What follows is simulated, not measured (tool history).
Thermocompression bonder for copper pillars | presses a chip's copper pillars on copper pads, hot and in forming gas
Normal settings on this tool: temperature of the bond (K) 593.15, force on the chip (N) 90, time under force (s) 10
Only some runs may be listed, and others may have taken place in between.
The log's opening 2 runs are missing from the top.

run	hour	temperature of the bond (K)	force on the chip (N)	time under force (s)	hours of work since the heater was calibrated	hours of work since the force cell was calibrated	hours of work since the gas filter was changed	force that shears a chip off (N)
3	17.2	593.15	90	10	81	128	99	47.1
4	23.6	593.15	90	10	85	132	102	46.3
5	35.3	593.15	90	10	91	138	109	45.9
6	44.8	593.15	90	10	97	144	114	45.7
7	51.9	593.15	90	10	101	148	119	44.4
8	57.8	593.15	90	10	104	151	122	46.4
9	67.6	622.15	90	10	110	157	128	61.1
10	72.9	593.15	90	10	113	160	131	44.5
11	84.1	593.15	90	10	119	166	137	44.7
12	92.5	593.15	90	10	124	171	142	44.9
13	102.7	593.15	90	10	130	177	148	45.1
14	108.2	605.15	90	10	133	180	151	51.1
15	117.9	605.15	90	10	138	186	156	51.4
# hour 122.5: forming gas filter changed
16	127.1	593.15	90	5	143	191	3	37.6
17	132	593.15	90	5	146	193	5	37.6
18	140.5	593.15	94	19	151	198	10	65.5
19	150.9	593.15	94	19	157	204	16	63
20	156.8	608.15	61	23	161	208	20	60.2
21	166.2	582.15	62	23	166	213	25	45.3
22	177.2	623.15	99	10	172	219	31	70
23	187.7	570.15	88	16	178	225	37	41.1
24	194.5	593.15	61	6	182	229	41	30.5
25	204.9	610.15	58	26	188	235	47	61.1
26	216.6	595.15	90	25	195	242	54	66.5

Forecast run 27:
27	226.2	587.15	82	28	200	247	59	?

{"run 27": {"force that shears a chip off (N)": 59.7}}
Take away the tool's hidden state, keep the run-to-run variation as it was, and the same run would have given force that shears a chip off (N) 62.9.

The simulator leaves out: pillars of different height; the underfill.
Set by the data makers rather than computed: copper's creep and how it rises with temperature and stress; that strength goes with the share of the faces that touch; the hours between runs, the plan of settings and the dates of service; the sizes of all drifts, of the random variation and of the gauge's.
